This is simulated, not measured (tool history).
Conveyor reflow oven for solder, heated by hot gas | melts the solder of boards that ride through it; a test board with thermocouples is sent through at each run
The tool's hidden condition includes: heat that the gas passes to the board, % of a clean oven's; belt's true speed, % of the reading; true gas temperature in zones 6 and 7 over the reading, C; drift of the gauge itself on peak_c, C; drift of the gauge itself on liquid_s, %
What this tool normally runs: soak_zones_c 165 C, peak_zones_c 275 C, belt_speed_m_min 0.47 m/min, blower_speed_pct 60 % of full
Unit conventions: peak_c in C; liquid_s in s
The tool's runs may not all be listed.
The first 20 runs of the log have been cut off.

| run | hour | soak_zones_c | peak_zones_c | belt_speed_m_min | blower_speed_pct | hours of work since the flux was cleaned out | hours of work since the belt drive was overhauled | hours of work since the thermocouples were changed | peak_c | liquid_s |
|---|---|---|---|---|---|---|---|---|---|---|
| 21 | 456.1 | 150 | 279 | 0.47 | 60 | 242 | 897 | 1249 | 252.8 | 58.8 |
| 22 | 472.3 | 151 | 284 | 0.494 | 60 | 251 | 906 | 1258 | 254.7 | 57.9 |
| 23 | 506.3 | 168 | 268 | 0.466 | 60 | 269 | 924 | 1276 | 247 | 60.4 |
| 24 | 520.4 | 168 | 268 | 0.466 | 60 | 276 | 931 | 1283 | 246.7 | 60.1 |
| 25 | 539.9 | 161 | 283 | 0.428 | 60 | 287 | 941 | 1294 | 262.3 | 77.6 |
| 26 | 557.3 | 155 | 273 | 0.428 | 60 | 296 | 951 | 1303 | 252.3 | 66.9 |
|  | 569.8 | flux residue cleaned out of gas plates and filters |
| 27 | 586 | 155 | 273 | 0.428 | 60 | 9 | 963 | 1315 | 253.6 | 69.1 |
| 28 | 617.8 | 165 | 284 | 0.47 | 73 | 25 | 980 | 1332 | 266.5 | 75.4 |
| 29 | 651.5 | 165 | 275 | 0.47 | 66 | 43 | 998 | 1350 | 255.6 | 67.5 |
| 30 | 680.4 | 172 | 289 | 0.507 | 66 | 59 | 1013 | 1365 | 266.3 | 71.8 |
| 31 | 699.9 | 155 | 279 | 0.507 | 66 | 69 | 1024 | 1376 | 254.1 | 57.7 |
| 32 | 720.1 | 178 | 275 | 0.47 | 88 | 80 | 1034 | 1387 | 263 | 78.7 |

Predict each of these 3 candidate next runs independently; none follows another, all start after run 32:
| A | 751.9 | 165 | 290 | 0.521 | 60 | 97 | 1051 | 1403 | ? | ? |
| B | 751.9 | 175 | 275 | 0.47 | 70 | 97 | 1051 | 1403 | ? | ? |
| C | 751.9 | 160 | 265 | 0.47 | 88 | 97 | 1051 | 1403 | ? | ? |

| run | peak_c | liquid_s |
|---|---|---|
| A | 261.6 | 64 |
| B | 258.3 | 73.5 |
| C | 251.4 | 64.7 |
With no hidden state in the tool, these same runs would have given:
| run | peak_c | liquid_s |
|---|---|---|
| A | 263.3 | 63.6 |
| B | 260.2 | 73.1 |
| C | 253.6 | 64.9 |
